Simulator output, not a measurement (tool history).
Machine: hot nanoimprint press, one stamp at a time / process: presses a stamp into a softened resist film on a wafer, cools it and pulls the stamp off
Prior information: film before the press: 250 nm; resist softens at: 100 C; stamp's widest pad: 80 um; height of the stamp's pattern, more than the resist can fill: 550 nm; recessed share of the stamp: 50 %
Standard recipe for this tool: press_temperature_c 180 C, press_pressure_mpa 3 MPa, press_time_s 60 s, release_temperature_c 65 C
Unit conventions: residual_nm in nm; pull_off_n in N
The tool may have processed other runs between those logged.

run    hour  press_temperature_c  press_pressure_mpa  press_time_s  release_temperature_c  residual_nm  pull_off_n
  1       0                  180                   3            60                     65          123         192
  2    86.3                  180                   3            60                     65        123.2         180
      159.7  -- plate thermocouple calibrated
  3   177.6                  180                   3            60                     65          121         198
      207.5  -- press's hydraulic seals changed and the load cell set to zero
  4   235.5                  180                   3            60                     65          122         190
  5   317.7                  180                1.99            60                     65          150         183
      355.5  -- stamp cleaned and given a new release coat
  6   392.6                  180                   3            60                     65        122.3         189
  7   462.8                  180                   3           113                     65         98.2         189
  8   544.3                  180                4.16            60                     65        101.7         191
  9   611.6                  180                4.16            60                     65        101.4         190
 10   676.1                  180                4.16            60                     65        101.6         190
 11   767.8                  180                4.16            60                     65        101.5         192
 12   844.5                  180                4.16            60                     65        101.1         196
      873.7  -- stamp cleaned and given a new release coat
 13   891.9                  180                2.66            60                     65        129.7         196
 14   983.6                  180                   3            60                     65        122.1         188
 15  1052.9                  180                   3            60                     65        122.6         194
 16  1104.8                  178                4.59            49                     54        111.3         244
 17  1149.7                  185                   3            48                     65        107.1         195
 18  1198.5                  181                4.67            30                     53          116         244
 19  1290.4                  180                4.59            60                     71         95.7         155
 20  1378.4                  180                3.07            60                     59        121.2         216
       1390  -- stamp cleaned and given a new release coat
     1455.5  -- plate thermocouple calibrated
 21  1455.5                  180                   3            38                     65        140.5         186
 22  1539.6                  180                   3            38                     65        142.1         188
 23  1611.9                  180                 2.3            60                     65        140.8         194
 24  1686.7                  180                4.46            60                     62         98.2         212
 25  1754.3                  180                 3.3           101                     65         97.9         194
 26  1846.2                  180                4.62            98                     65         80.7         190
     1913.2  -- stamp cleaned and given a new release coat
 27  1917.5                  180                1.82            60                     65        155.9         186
 28  1983.5                  180                   3            85                     51        109.4         265
 29  2064.6                  180                2.03            60                     68        148.7         175
 30  2143.7                  180                4.74            31                     68        118.2         174

3 options for the next run, each taken on its own from the tool as it stands now. Forecast them:
       2190  -- press's hydraulic seals changed and the load cell set to zero
  A  2243.6                  170                4.74           114                     68            ?           ?
       2190  -- press's hydraulic seals changed and the load cell set to zero
  B  2243.6                  179                1.97            31                     68            ?           ?
       2190  -- press's hydraulic seals changed and the load cell set to zero
  C  2243.6                  180                2.48            60                     65            ?           ?

run  residual_nm  pull_off_n
  A        121.2         184
  B        183.5         172
  C        134.7         193
With the hidden condition removed and each run's random variation left untouched, the same runs would have given:
run  residual_nm  pull_off_n
  A          121         183
  B        183.3         171
  C        134.5         192
